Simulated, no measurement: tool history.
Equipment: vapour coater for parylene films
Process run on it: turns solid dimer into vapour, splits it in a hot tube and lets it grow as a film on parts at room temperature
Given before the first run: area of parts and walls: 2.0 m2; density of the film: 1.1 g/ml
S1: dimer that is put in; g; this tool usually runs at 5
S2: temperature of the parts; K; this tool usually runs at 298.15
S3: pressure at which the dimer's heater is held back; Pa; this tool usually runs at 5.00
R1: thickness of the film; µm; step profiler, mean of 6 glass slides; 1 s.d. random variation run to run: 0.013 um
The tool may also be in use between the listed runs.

run 1 hour=0.0 | S1=5 S2=298.15 S3=5.00 | R1=1.61
run 2 hour=39.6 | S1=5 S2=298.15 S3=5.00 | R1=1.61
run 3 hour=69.9 | S1=5 S2=298.15 S3=5.00 | R1=1.60
run 4 hour=100.4 | S1=5 S2=298.15 S3=5.00 | R1=1.61
run 5 hour=132.4 | S1=5 S2=298.15 S3=5.00 | R1=1.61
run 6 hour=172.6 | S1=5 S2=298.15 S3=5.00 | R1=1.62
run 7 hour=195.9 | S1=5 S2=298.15 S3=5.00 | R1=1.58
run 8 hour=217.3 | S1=5 S2=298.15 S3=5.00 | R1=1.58
run 9 hour=235.3 | S1=5 S2=298.15 S3=5.61 | R1=1.58
run 10 hour=268.2 | S1=5 S2=298.15 S3=5.61 | R1=1.55
run 11 hour=286.2 | S1=5 S2=298.15 S3=5.61 | R1=1.57
run 12 hour=318.3 | S1=5 S2=298.15 S3=5.61 | R1=1.56
run 13 hour=335.8 | S1=5 S2=298.15 S3=5.00 | R1=1.59
run 14 hour=375.9 | S1=5 S2=298.15 S3=5.00 | R1=1.57
run 15 hour=401.6 | S1=5 S2=298.15 S3=5.00 | R1=1.60
run 16 hour=429.6 | S1=4 S2=298.15 S3=5.00 | R1=1.27
run 17 hour=461.3 | S1=4 S2=298.15 S3=5.00 | R1=1.26
run 18 hour=499.8 | S1=4 S2=298.15 S3=5.00 | R1=1.24
run 19 hour=534.5 | S1=5 S2=298.15 S3=7.11 | R1=1.49
run 20 hour=561.6 | S1=5 S2=298.15 S3=7.11 | R1=1.47
run 21 hour=589.6 | S1=5 S2=298.15 S3=4.06 | R1=1.61
run 22 hour=612.9 | S1=5 S2=298.15 S3=4.06 | R1=1.61
run 23 hour=632.6 | S1=5 S2=298.15 S3=4.06 | R1=1.65
run 24 hour=663.7 | S1=5 S2=293.15 S3=4.06 | R1=1.95
run 25 hour=681.9 | S1=5 S2=293.15 S3=4.06 | R1=1.96
run 26 hour=712.0 | S1=4 S2=299.15 S3=2.26 | R1=1.36
run 27 hour=747.9 | S1=8 S2=297.15 S3=2.26 | R1=2.95
run 28 hour=783.0 | S1=4 S2=299.15 S3=2.18 | R1=1.38
run 29 hour=799.9 | S1=5 S2=299.15 S3=2.36 | R1=1.69
run 30 hour=828.9 | S1=5 S2=293.15 S3=2.36 | R1=2.10
run 31 hour=862.3 | S1=5 S2=307.15 S3=3.24 | R1=1.19
-- hour=869.9 trap's valve overhauled
run 32 hour=903.9 | S1=4 S2=297.15 S3=5.00 | R1=1.24
run 33 hour=938.0 | S1=4 S2=297.15 S3=5.00 | R1=1.24
run 34 hour=963.9 | S1=4 S2=293.15 S3=5.00 | R1=1.43
run 35 hour=1002.3 | S1=4 S2=293.15 S3=5.00 | R1=1.42
run 36 hour=1028.8 | S1=4 S2=303.15 S3=5.00 | R1=0.99
run 37 hour=1056.4 | S1=5 S2=298.15 S3=2.34 | R1=1.68
run 38 hour=1088.8 | S1=5 S2=298.15 S3=2.34 | R1=1.70
-- hour=1095.5 trap's valve overhauled, once more
run 39 hour=1112.0 | S1=7 S2=303.15 S3=6.33 | R1=1.84
run 40 hour=1138.6 | S1=5 S2=303.15 S3=6.33 | R1=1.32
run 41 hour=1175.1 | S1=4 S2=306.15 S3=2.32 | R1=1.11
run 42 hour=1195.6 | S1=4 S2=306.15 S3=2.32 | R1=1.11
run 43 hour=1228.6 | S1=3 S2=303.15 S3=2.32 | R1=0.92
run 44 hour=1262.6 | S1=7 S2=303.15 S3=2.32 | R1=2.16
run 45 hour=1303.0 | S1=7 S2=310.15 S3=2.32 | R1=1.67
run 46 hour=1331.8 | S1=7 S2=310.15 S3=2.32 | R1=1.67

For some of the steps in R1 from one run to the next: how much would appear even if the tool had no hidden state, given the settings, what came in and random variation, and how much remains for the hidden state plus any gauge scatter that the measured result and the result without hidden state don't share?
Hidden state present: vapour lost through the trap's worn valve, %; true temperature of the parts over the reading, C; drift of the gauge itself on film_um, %.
Run 26 -> 27: S1 4 -> 8, S2 299.15 -> 297.15. R1 +1.59 µm: hidden state -0.06, all else +1.65.
Run 27 -> 28: S1 8 -> 4, S2 297.15 -> 299.15, S3 2.26 -> 2.18. R1 -1.57 µm: hidden state +0.06, all else -1.63.
Run 38 -> 39: S1 5 -> 7, S2 298.15 -> 303.15, S3 2.34 -> 6.33, trap's valve overhauled, once more. R1 +0.14 µm: hidden state +0.19, all else -0.05.
Run 43 -> 44: S1 3 -> 7. R1 +1.24 µm: hidden state +0.01, all else +1.23.
